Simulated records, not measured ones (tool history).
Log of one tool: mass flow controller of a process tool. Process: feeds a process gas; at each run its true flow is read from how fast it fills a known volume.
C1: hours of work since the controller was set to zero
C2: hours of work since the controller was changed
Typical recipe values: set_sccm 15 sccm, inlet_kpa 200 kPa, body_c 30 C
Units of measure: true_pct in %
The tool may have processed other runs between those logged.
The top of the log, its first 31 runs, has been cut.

run 32 hour=8232.9 | set_sccm=10 inlet_kpa=154 body_c=22 | C1=943 C2=7662 | true_pct=97.68
run 33 hour=8423.5 | set_sccm=40 inlet_kpa=200 body_c=30 | C1=1027 C2=7745 | true_pct=100.29
run 34 hour=8746.4 | set_sccm=40 inlet_kpa=226 body_c=30 | C1=1168 C2=7887 | true_pct=100.39
run 35 hour=8988.7 | set_sccm=40 inlet_kpa=226 body_c=30 | C1=1274 C2=7993 | true_pct=100.25
run 36 hour=9230.2 | set_sccm=15 inlet_kpa=209 body_c=30 | C1=1379 C2=8098 | true_pct=98.32
run 37 hour=9527.9 | set_sccm=15 inlet_kpa=209 body_c=30 | C1=1509 C2=8228 | true_pct=98.12
run 38 hour=9711.6 | set_sccm=6 inlet_kpa=190 body_c=21 | C1=1590 C2=8308 | true_pct=96.40
run 39 hour=9966.3 | set_sccm=6 inlet_kpa=190 body_c=21 | C1=1701 C2=8420 | true_pct=96.35
run 40 hour=10271.3 | set_sccm=25 inlet_kpa=142 body_c=30 | C1=1834 C2=8553 | true_pct=99.17
run 41 hour=10502.1 | set_sccm=18 inlet_kpa=200 body_c=30 | C1=1935 C2=8654 | true_pct=98.66
run 42 hour=10648.9 | set_sccm=47 inlet_kpa=256 body_c=27 | C1=1999 C2=8718 | true_pct=100.73
run 43 hour=10806.4 | set_sccm=47 inlet_kpa=256 body_c=27 | C1=2068 C2=8787 | true_pct=100.76
run 44 hour=11061.4 | set_sccm=14 inlet_kpa=215 body_c=27 | C1=2180 C2=8898 | true_pct=97.97
run 45 hour=11316.1 | set_sccm=29 inlet_kpa=142 body_c=24 | C1=2291 C2=9010 | true_pct=99.33

4 options for the next run, each taken on its own from the tool as it stands now. Forecast them:
run A hour=11537.3 | set_sccm=15 inlet_kpa=212 body_c=30 | C1=2388 C2=9106 | true_pct=?
run B hour=11537.3 | set_sccm=6 inlet_kpa=143 body_c=32 | C1=2388 C2=9106 | true_pct=?
run C hour=11537.3 | set_sccm=24 inlet_kpa=226 body_c=32 | C1=2388 C2=9106 | true_pct=?
run D hour=11537.3 | set_sccm=23 inlet_kpa=142 body_c=24 | C1=2388 C2=9106 | true_pct=?

run=A true_pct=97.91
run=B true_pct=96.20
run=C true_pct=99.02
run=D true_pct=98.90
Without the tool's unlogged condition, the same runs would have read:
run=A true_pct=97.57
run=B true_pct=97.26
run=C true_pct=98.33
run=D true_pct=98.23

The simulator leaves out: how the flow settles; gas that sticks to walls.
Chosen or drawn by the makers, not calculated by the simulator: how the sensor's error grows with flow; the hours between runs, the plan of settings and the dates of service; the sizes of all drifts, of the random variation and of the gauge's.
